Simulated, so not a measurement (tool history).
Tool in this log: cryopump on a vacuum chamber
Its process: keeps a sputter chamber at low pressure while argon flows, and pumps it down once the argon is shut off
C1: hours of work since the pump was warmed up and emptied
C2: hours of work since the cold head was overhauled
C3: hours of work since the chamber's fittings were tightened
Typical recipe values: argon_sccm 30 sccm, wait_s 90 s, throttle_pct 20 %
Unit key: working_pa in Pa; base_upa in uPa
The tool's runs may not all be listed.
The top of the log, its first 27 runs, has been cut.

{"hour": 427.2, "done": "pump warmed up, emptied and cooled again"}
{"run": 28, "hour": 433.1, "argon_sccm": 24, "wait_s": 107, "throttle_pct": 57, "C1": 4, "C2": 890, "C3": 1457, "working_pa": 0.0423, "base_upa": 0.76}
{"run": 29, "hour": 449.2, "argon_sccm": 37, "wait_s": 187, "throttle_pct": 22, "C1": 16, "C2": 902, "C3": 1468, "working_pa": 0.1693, "base_upa": 0.73}
{"run": 30, "hour": 463.6, "argon_sccm": 14, "wait_s": 255, "throttle_pct": 22, "C1": 26, "C2": 912, "C3": 1479, "working_pa": 0.064, "base_upa": 0.66}
{"run": 31, "hour": 472.8, "argon_sccm": 37, "wait_s": 73, "throttle_pct": 23, "C1": 33, "C2": 918, "C3": 1485, "working_pa": 0.164, "base_upa": 0.86}
{"run": 32, "hour": 483.5, "argon_sccm": 25, "wait_s": 25, "throttle_pct": 43, "C1": 41, "C2": 926, "C3": 1493, "working_pa": 0.0588, "base_upa": 1.36}
{"run": 33, "hour": 496.3, "argon_sccm": 25, "wait_s": 25, "throttle_pct": 42, "C1": 50, "C2": 935, "C3": 1502, "working_pa": 0.0608, "base_upa": 1.38}
{"run": 34, "hour": 508.7, "argon_sccm": 44, "wait_s": 90, "throttle_pct": 15, "C1": 59, "C2": 944, "C3": 1511, "working_pa": 0.2941, "base_upa": 0.85}
{"run": 35, "hour": 519.2, "argon_sccm": 50, "wait_s": 90, "throttle_pct": 21, "C1": 66, "C2": 952, "C3": 1519, "working_pa": 0.2398, "base_upa": 0.81}

Alternative continuations, all from the tool just after run 35; predict every row:
{"run": "A", "hour": 531.4, "argon_sccm": 27, "wait_s": 134, "throttle_pct": 21, "C1": 75, "C2": 961, "C3": 1527, "working_pa": "?", "base_upa": "?"}
{"run": "B", "hour": 531.4, "argon_sccm": 30, "wait_s": 90, "throttle_pct": 20, "C1": 75, "C2": 961, "C3": 1527, "working_pa": "?", "base_upa": "?"}
{"run": "C", "hour": 531.4, "argon_sccm": 18, "wait_s": 90, "throttle_pct": 21, "C1": 75, "C2": 961, "C3": 1527, "working_pa": "?", "base_upa": "?"}

run=A working_pa=0.1315 base_upa=0.75
run=B working_pa=0.1519 base_upa=0.81
run=C working_pa=0.0876 base_upa=0.83
With the hidden condition removed and each run's random variation left untouched, the same runs would have given:
run=A working_pa=0.1307 base_upa=0.31
run=B working_pa=0.1509 base_upa=0.38
run=C working_pa=0.087 base_upa=0.4
